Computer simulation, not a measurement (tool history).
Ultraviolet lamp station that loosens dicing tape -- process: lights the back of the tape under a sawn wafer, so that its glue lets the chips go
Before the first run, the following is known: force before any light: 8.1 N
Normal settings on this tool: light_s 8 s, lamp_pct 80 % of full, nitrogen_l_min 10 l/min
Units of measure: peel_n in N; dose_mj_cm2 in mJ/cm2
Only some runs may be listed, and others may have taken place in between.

run	hour	light_s	lamp_pct	nitrogen_l_min	peel_n	dose_mj_cm2
1	0.0	8	80	10	0.872	401
2	9.5	8	80	10	0.889	399
3	21.1	8	80	10	0.890	392
4	32.9	8	80	10	0.910	399
5	43.1	8	80	10	0.942	398
6	54.6	8	80	4	1.327	391
7	65.8	8	80	4	1.396	396
8	82.7	16	90	7	0.272	878
9	92.5	11	95	10	0.373	641
10	108.4	8	76	4	1.474	369
11	126.2	8	76	4	1.531	368

Predict each of these 4 candidate next runs independently; none follows another, all start after run 11:
A	144.5	8	76	20	?	?
B	144.5	8	80	10	?	?
C	144.5	8	69	10	?	?
D	144.5	8	80	19	?	?

run	peel_n	dose_mj_cm2
A	0.826	369
B	0.943	388
C	1.215	333
D	0.768	382
Without the tool's unlogged condition, the same runs would have read:
run	peel_n	dose_mj_cm2
A	0.522	470
B	0.594	494
C	0.785	425
D	0.483	488
